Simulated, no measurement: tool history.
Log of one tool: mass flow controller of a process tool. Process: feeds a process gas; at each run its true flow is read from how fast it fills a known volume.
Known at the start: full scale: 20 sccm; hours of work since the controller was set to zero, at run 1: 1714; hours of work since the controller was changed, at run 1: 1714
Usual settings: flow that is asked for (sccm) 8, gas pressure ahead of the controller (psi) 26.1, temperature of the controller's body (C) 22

run	hour	flow that is asked for (sccm)	gas pressure ahead of the controller (psi)	temperature of the controller's body (C)	hours of work since the controller was set to zero	hours of work since the controller was changed	true flow (%)
1	0	8	26.1	22	1714	1714	98.83
2	114.5	8	26.1	22	1757	1757	98.85
3	289.2	7	26.1	22	1823	1823	98.68
4	390.1	7	26.1	22	1861	1861	98.74
5	550.3	7	26.1	22	1922	1922	98.73
6	653.6	7	26.1	22	1960	1960	98.58
7	805.6	7	26.1	22	2018	2018	98.67
8	1035.4	2	26.1	22	2105	2105	97.77
9	1206.3	2	26.1	22	2169	2169	97.71
10	1372.6	19	20.5	34	2232	2232	99.34
11	1555.1	8	25.5	39	2301	2301	99.11
12	1700.5	4	25.5	23	2355	2355	98.23
13	1823.1	2	36.8	22	2402	2402	97.78
14	1920.7	2	36.8	22	2439	2439	97.76
15	2103.5	2	36.8	22	2508	2508	97.72
16	2221.5	8	25.4	22	2552	2552	98.57
17	2367.1	2	33.2	32	2607	2607	97.72

Forecast each of these 4 alternatives for the next run:
A	2566.8	2	21.3	32	2682	2682	?
B	2566.8	10	33.2	27	2682	2682	?
C	2566.8	17	26.1	22	2682	2682	?
D	2566.8	4	26.1	26	2682	2682	?

run	true flow (%)
A	97.48
B	98.9
C	98.96
D	98.12
Without the tool's hidden state the same runs would have given:
run	true flow (%)
A	99.68
B	99.99
C	99.93
D	99.62

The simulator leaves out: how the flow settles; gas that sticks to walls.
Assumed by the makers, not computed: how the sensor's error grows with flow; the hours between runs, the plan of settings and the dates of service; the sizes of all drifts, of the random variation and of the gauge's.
